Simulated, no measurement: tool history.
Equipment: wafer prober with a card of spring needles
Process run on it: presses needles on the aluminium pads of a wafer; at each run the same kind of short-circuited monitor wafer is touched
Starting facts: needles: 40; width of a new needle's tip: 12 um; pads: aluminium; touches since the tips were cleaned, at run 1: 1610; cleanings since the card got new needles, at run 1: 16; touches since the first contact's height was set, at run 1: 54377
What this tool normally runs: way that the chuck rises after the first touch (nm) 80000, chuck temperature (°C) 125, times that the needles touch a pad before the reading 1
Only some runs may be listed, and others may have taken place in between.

run,hour,way that the chuck rises after the first touch (nm),chuck temperature (°C),times that the needles touch a pad before the reading,touches since the tips were cleaned,cleanings since the card got new needles,touches since the first contact's height was set,resistance of one needle with its contact and lead (mohm),way that a needle slides on the pad (nm)
1,0,80000,125,1,1610,16,54377,318,20690
# hour 8.2: tips cleaned on abrasive film
2,12.1,80000,125,1,797,17,56845,311,20420
3,21.1,80000,125,1,2649,17,58697,336,20940
# hour 23.8: tips cleaned on abrasive film
4,34.6,80000,125,1,2224,18,61452,324,20480
# hour 39.7: tips cleaned on abrasive film
5,51.6,80000,36,1,2448,19,64935,303,20510
# hour 54.5: tips cleaned on abrasive film
6,66.7,80000,125,1,2493,20,68022,333,20380
# hour 70.1: tips cleaned on abrasive film
7,77,80000,125,1,1417,21,70127,328,20560
# hour 78.5: height of the first contact set anew
# hour 85.8: tips cleaned on abrasive film
8,88.6,80000,125,1,561,22,2042,307,20610
9,99.8,69000,125,1,2874,22,4355,345,17440
# hour 101.5: tips cleaned on abrasive film
# hour 116.7: tips cleaned on abrasive film
10,119.5,69000,125,1,571,24,8377,311,17360
# hour 132.5: tips cleaned on abrasive film
11,134.6,69000,125,1,437,25,11462,305,17180
# hour 148: tips cleaned on abrasive film
12,155.4,67000,121,2,1518,26,15721,320,16940
# hour 156.6: height of the first contact set anew, once more
# hour 163.3: tips cleaned on abrasive film
13,172.9,67000,121,2,1968,27,3338,318,17580
# hour 179.6: tips cleaned on abrasive film
14,183.6,67000,121,2,823,28,5534,306,17490
# hour 195: tips cleaned on abrasive film
15,201.6,67000,121,2,1355,29,9215,313,17420
# hour 210.2: tips cleaned on abrasive film
16,214.5,84000,29,3,874,30,11847,271,21970
# hour 225.3: tips cleaned on abrasive film
17,235.5,84000,29,1,2099,31,16154,300,21850
# hour 240: tips cleaned on abrasive film
# hour 255: tips cleaned on abrasive film
18,255.8,84000,29,1,177,33,20298,275,22010
# hour 269.7: tips cleaned on abrasive film
19,270.9,79000,79,2,258,34,23387,283,20560
# hour 285.6: tips cleaned on abrasive film
20,286.2,79000,79,2,122,35,26508,287,20390
# hour 301.5: tips cleaned on abrasive film
21,302.5,79000,79,2,203,36,29841,284,20310

Below are 3 alternative next runs, each starting from the tool's condition after run 21. Predict each:
A,314.3,73000,104,3,2640,36,32278,?,?
B,314.3,76000,79,1,2640,36,32278,?,?
C,314.3,80000,121,1,2640,36,32278,?,?

run,resistance of one needle with its contact and lead (mohm),way that a needle slides on the pad (nm)
A,303,18650
B,328,19650
C,333,20820
The same runs, with their run-to-run variation unchanged, on a tool lacking any hidden condition would have given:
run,resistance of one needle with its contact and lead (mohm),way that a needle slides on the pad (nm)
A,287,18810
B,284,19820
C,295,20980
